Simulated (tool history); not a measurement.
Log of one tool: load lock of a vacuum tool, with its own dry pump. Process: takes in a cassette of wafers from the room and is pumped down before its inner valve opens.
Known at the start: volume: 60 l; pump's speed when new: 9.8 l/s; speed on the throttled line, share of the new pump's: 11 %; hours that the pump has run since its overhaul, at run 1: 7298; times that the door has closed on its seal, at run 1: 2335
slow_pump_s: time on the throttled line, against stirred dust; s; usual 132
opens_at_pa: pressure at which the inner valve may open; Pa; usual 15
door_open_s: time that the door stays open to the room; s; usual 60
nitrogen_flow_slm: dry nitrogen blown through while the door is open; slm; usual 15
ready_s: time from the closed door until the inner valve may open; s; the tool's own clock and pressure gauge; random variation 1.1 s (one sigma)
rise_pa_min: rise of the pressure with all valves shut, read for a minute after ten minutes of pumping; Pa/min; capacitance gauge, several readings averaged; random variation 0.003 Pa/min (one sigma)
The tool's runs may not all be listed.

| run | hour | slow_pump_s | opens_at_pa | door_open_s | nitrogen_flow_slm | hours that the pump has run since its overhaul | times that the door has closed on its seal | incoming humidity of the room's air, % | ready_s | rise_pa_min |
|---|---|---|---|---|---|---|---|---|---|---|
| 1 | 0.0 | 132 | 15 | 60 | 15 | 7298 | 2335 | 43.4 | 179.3 | 0.046 |
| 2 | 243.8 | 132 | 15 | 174 | 15 | 7542 | 3306 | 45.5 | 178.7 | 0.104 |
| 3 | 529.7 | 132 | 15 | 174 | 15 | 7827 | 4446 | 45.5 | 180.9 | 0.096 |
| 4 | 722.5 | 132 | 15 | 60 | 14 | 8020 | 5215 | 45.9 | 179.2 | 0.061 |
| 5 | 886.5 | 122 | 15 | 60 | 15 | 8184 | 5869 | 48.0 | 169.7 | 0.066 |
| 6 | 1086.7 | 122 | 15 | 60 | 15 | 8384 | 6667 | 45.8 | 173.2 | 0.065 |
| 7 | 1405.6 | 122 | 15 | 60 | 15 | 8703 | 7938 | 42.8 | 173.1 | 0.071 |
| 8 | 1712.7 | 122 | 15 | 60 | 15 | 9010 | 9162 | 46.9 | 172.8 | 0.080 |
| 9 | 1943.7 | 122 | 15 | 60 | 15 | 9241 | 10083 | 44.7 | 171.4 | 0.085 |
| 10 | 2261.8 | 122 | 15 | 60 | 15 | 9560 | 11351 | 47.4 | 171.6 | 0.096 |
| 11 | 2481.2 | 122 | 26 | 60 | 15 | 9779 | 12226 | 47.9 | 169.0 | 0.097 |
| 12 | 2798.5 | 122 | 26 | 60 | 15 | 10096 | 13491 | 44.8 | 168.5 | 0.095 |
| 13 | 2931.2 | 122 | 26 | 60 | 15 | 10229 | 14020 | 45.3 | 167.6 | 0.102 |
| 14 | 3246.5 | 122 | 26 | 60 | 15 | 10544 | 15277 | 45.4 | 167.9 | 0.112 |
| 15 | 3488.2 | 122 | 26 | 60 | 15 | 10786 | 16241 | 44.9 | 171.2 | 0.117 |
|  | 3547.3 | dry pump taken out, an overhauled one fitted |
| 16 | 3779.5 | 122 | 26 | 60 | 15 | 232 | 17378 | 46.7 | 158.2 | 0.121 |
| 17 | 4097.2 | 122 | 26 | 60 | 15 | 550 | 18644 | 46.6 | 159.2 | 0.130 |
| 18 | 4246.6 | 122 | 26 | 60 | 15 | 699 | 19240 | 46.6 | 159.2 | 0.136 |
| 19 | 4563.3 | 132 | 15 | 60 | 15 | 1016 | 20503 | 46.7 | 171.6 | 0.141 |
| 20 | 4748.8 | 93 | 15 | 60 | 15 | 1202 | 21242 | 46.2 | 136.8 | 0.144 |
| 21 | 4892.3 | 93 | 15 | 38 | 15 | 1345 | 21814 | 44.6 | 138.9 | 0.137 |
| 22 | 5179.3 | 113 | 27 | 38 | 15 | 1632 | 22958 | 45.3 | 152.0 | 0.151 |
| 23 | 5467.7 | 92 | 26 | 48 | 15 | 1920 | 24108 | 41.9 | 134.5 | 0.157 |
| 24 | 5718.2 | 92 | 11 | 48 | 5 | 2171 | 25107 | 44.5 | 139.9 | 0.189 |
| 25 | 5881.6 | 166 | 21 | 31 | 15 | 2334 | 25758 | 45.1 | 200.9 | 0.174 |
| 26 | 6149.3 | 166 | 21 | 31 | 15 | 2602 | 26825 | 45.1 | 203.4 | 0.172 |
| 27 | 6391.3 | 166 | 21 | 31 | 15 | 2844 | 27790 | 47.5 | 201.9 | 0.186 |
| 28 | 6704.6 | 136 | 18 | 60 | 5 | 3157 | 29039 | 43.7 | 176.7 | 0.221 |
| 29 | 6879.3 | 136 | 18 | 60 | 5 | 3332 | 29736 | 49.8 | 177.2 | 0.231 |
| 30 | 7075.5 | 136 | 18 | 123 | 5 | 3528 | 30518 | 48.8 | 177.4 | 0.279 |
| 31 | 7355.7 | 132 | 29 | 65 | 15 | 3808 | 31635 | 46.0 | 170.2 | 0.236 |
| 32 | 7597.6 | 132 | 29 | 65 | 15 | 4050 | 32599 | 45.7 | 171.7 | 0.244 |
| 33 | 7796.6 | 132 | 14 | 136 | 15 | 4249 | 33392 | 47.5 | 176.8 | 0.266 |
| 34 | 8070.8 | 132 | 14 | 136 | 14 | 4523 | 34485 | 42.1 | 175.6 | 0.283 |
| 35 | 8226.8 | 132 | 15 | 33 | 15 | 4680 | 35107 | 41.7 | 175.7 | 0.244 |
| 36 | 8425.8 | 132 | 15 | 60 | 9 | 4878 | 35901 | 46.0 | 176.6 | 0.283 |
| 37 | 8595.0 | 174 | 11 | 175 | 11 | 5048 | 36575 | 45.9 | 216.9 | 0.319 |
| 38 | 8832.7 | 174 | 11 | 175 | 11 | 5285 | 37523 | 45.2 | 214.8 | 0.333 |

Hidden state at the last listed run before each entry between runs and at the first one after, where it differs:
Between runs 15 and 16: dry pump taken out, an overhauled one fitted (hour 3547.3)
  pump's speed, % of a new pump's: 79.1 -> 98.8; leak at the door's seal, Pa l/s: 0.0721 -> 0.0796
  measured less the result without the state, ready_s: +9.9 -> +0.5 s; rise_pa_min: +0.072 -> +0.078 Pa/min
